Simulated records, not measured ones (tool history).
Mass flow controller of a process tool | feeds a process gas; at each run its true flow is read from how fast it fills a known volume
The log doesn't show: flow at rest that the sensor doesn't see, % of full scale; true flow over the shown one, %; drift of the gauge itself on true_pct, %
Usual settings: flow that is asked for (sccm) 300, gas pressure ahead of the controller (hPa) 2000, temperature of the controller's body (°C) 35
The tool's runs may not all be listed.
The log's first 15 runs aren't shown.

run,hour,flow that is asked for (sccm),gas pressure ahead of the controller (hPa),temperature of the controller's body (°C),hours of work since the controller was set to zero,hours of work since the controller was changed,true flow (%)
16,5316.0,300,1580,35,6107,6107,99.06
# hour 5757.3: controller's zero set anew
17,5778.6,300,1580,20,13,6386,101.24
18,6313.8,300,1580,20,335,6708,101.21
19,6770.9,300,1580,20,610,6983,101.24
20,7161.6,300,1580,20,846,7218,101.30
21,7531.8,300,1580,20,1068,7441,101.32
22,7794.2,300,1580,20,1226,7599,101.27
23,8135.2,300,1540,20,1432,7805,101.35
24,8613.6,266,1710,38,1720,8093,99.55
25,8885.2,386,2000,35,1883,8256,100.48
# hour 9056.3: controller exchanged for a calibrated one
26,9399.5,80,2140,35,207,207,98.16
27,9706.5,199,1830,27,391,391,99.34
28,10129.8,300,1760,35,646,646,98.75
29,10460.1,300,1760,35,845,845,98.88
30,10712.9,123,2200,29,997,997,98.85
31,11080.0,170,1750,30,1218,1218,98.89
32,11356.6,300,2260,33,1385,1385,99.13
33,11838.0,172,2650,33,1675,1675,98.90
34,12334.0,172,2650,33,1973,1973,98.88
35,12857.9,300,2220,32,2289,2289,99.41
36,13125.0,94,2290,24,2450,2450,98.90
37,13417.2,94,2290,24,2626,2626,98.73
38,13769.8,94,2290,24,2838,2838,98.56
39,14194.5,205,1660,33,3094,3094,98.84

3 ways to go on from here, each from the tool as it stands after run 39. What would each give?
A,14600.4,244,2000,26,3338,3338,?
B,14600.4,205,1670,33,3338,3338,?
C,14600.4,300,1410,38,3338,3338,?

run,true flow (%)
A,99.71
B,98.68
C,98.62
Without the tool's hidden state the same runs would have given:
run,true flow (%)
A,99.28
B,98.35
C,98.08
